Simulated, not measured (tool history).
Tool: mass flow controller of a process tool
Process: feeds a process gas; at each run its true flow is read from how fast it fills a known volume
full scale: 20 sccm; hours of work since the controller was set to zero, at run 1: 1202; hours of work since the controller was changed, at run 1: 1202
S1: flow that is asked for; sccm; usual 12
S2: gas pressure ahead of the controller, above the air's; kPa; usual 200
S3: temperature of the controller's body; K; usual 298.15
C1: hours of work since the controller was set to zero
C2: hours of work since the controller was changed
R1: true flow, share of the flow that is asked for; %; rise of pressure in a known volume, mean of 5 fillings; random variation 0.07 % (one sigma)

run,hour,S1,S2,S3,C1,C2,R1
1,0,12,200,298.15,1202,1202,99.05
2,65.9,12,200,298.15,1222,1222,98.98
3,155.5,12,168,298.15,1250,1250,99.16
4,240.8,12,168,298.15,1276,1276,99.28
5,333.4,12,168,300.15,1304,1304,99.52
6,397.2,12,200,298.15,1324,1324,99.18
7,494.4,12,200,298.15,1354,1354,99.47
8,554.4,10,200,298.15,1372,1372,99.06
9,599.1,10,200,298.15,1386,1386,99.09
10,649.6,4,258,302.15,1402,1402,98.39
11,701.4,20,200,302.15,1418,1418,100.76
12,785.3,20,200,302.15,1444,1444,100.68
13,827.2,5,152,298.15,1457,1457,98.79
14,871.1,5,152,298.15,1470,1470,98.83
15,960.1,3,277,294.15,1498,1498,97.55

Forecast each of these 4 alternatives for the next run:
A,1019.1,2,196,310.15,1516,1516,?
B,1019.1,4,184,301.15,1516,1516,?
C,1019.1,12,200,295.15,1516,1516,?
D,1019.1,13,200,301.15,1516,1516,?

run,R1
A,99.43
B,98.95
C,99.33
D,100
Without the tool's hidden state the same runs would have given:
run,R1
A,98.91
B,98.42
C,98.8
D,99.47

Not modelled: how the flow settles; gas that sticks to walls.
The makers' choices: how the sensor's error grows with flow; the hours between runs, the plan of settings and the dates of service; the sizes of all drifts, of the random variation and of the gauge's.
